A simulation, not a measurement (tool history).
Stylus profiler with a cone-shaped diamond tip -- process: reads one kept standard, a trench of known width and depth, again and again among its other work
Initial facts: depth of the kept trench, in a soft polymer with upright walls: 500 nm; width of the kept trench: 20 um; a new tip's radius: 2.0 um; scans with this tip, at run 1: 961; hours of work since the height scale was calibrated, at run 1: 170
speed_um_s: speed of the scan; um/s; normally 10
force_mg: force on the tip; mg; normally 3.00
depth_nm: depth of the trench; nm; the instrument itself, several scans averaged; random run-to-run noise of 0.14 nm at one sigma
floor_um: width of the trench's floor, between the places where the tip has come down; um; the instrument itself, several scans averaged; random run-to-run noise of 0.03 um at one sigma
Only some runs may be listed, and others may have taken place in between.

run,hour,speed_um_s,force_mg,scans with this tip,hours of work since the height scale was calibrated,depth_nm,floor_um
1,0.0,10,3.00,961,170,508.46,17.23
2,12.6,10,3.00,992,176,508.46,17.20
3,23.1,10,3.00,1019,181,508.33,17.21
4,39.9,10,3.00,1062,188,508.61,17.19
5,61.0,10,3.00,1115,198,508.52,17.18
6,74.3,10,3.00,1149,204,508.27,17.21
7,86.9,10,3.00,1181,210,508.60,17.16
8,98.4,10,3.00,1210,215,508.19,17.18
9,115.4,10,3.00,1254,222,508.62,17.23
10,138.3,10,3.00,1312,233,508.55,17.21
11,153.3,3,1.59,1350,239,505.57,17.19
12,165.8,4,8.44,1382,245,516.49,17.20
13,181.1,10,5.21,1420,252,512.17,17.15
14,200.6,10,5.21,1470,261,512.36,17.23
15,220.7,10,5.21,1521,270,512.31,17.26
16,245.0,34,6.41,1583,281,513.97,17.12

Predict each of these 4 candidate next runs independently; none follows another, all start after run 16:
A,261.8,23,1.10,1625,288,?,?
B,261.8,20,1.21,1625,288,?,?
C,261.8,4,2.18,1625,288,?,?
D,261.8,29,2.59,1625,288,?,?

run,depth_nm,floor_um
A,504.72,17.05
B,504.87,17.10
C,507.08,17.20
D,507.80,17.06
Take away the tool's hidden state, keep each run's random variation, and the runs would have read:
run,depth_nm,floor_um
A,504.08,17.19
B,504.24,17.24
C,506.45,17.34
D,507.17,17.21
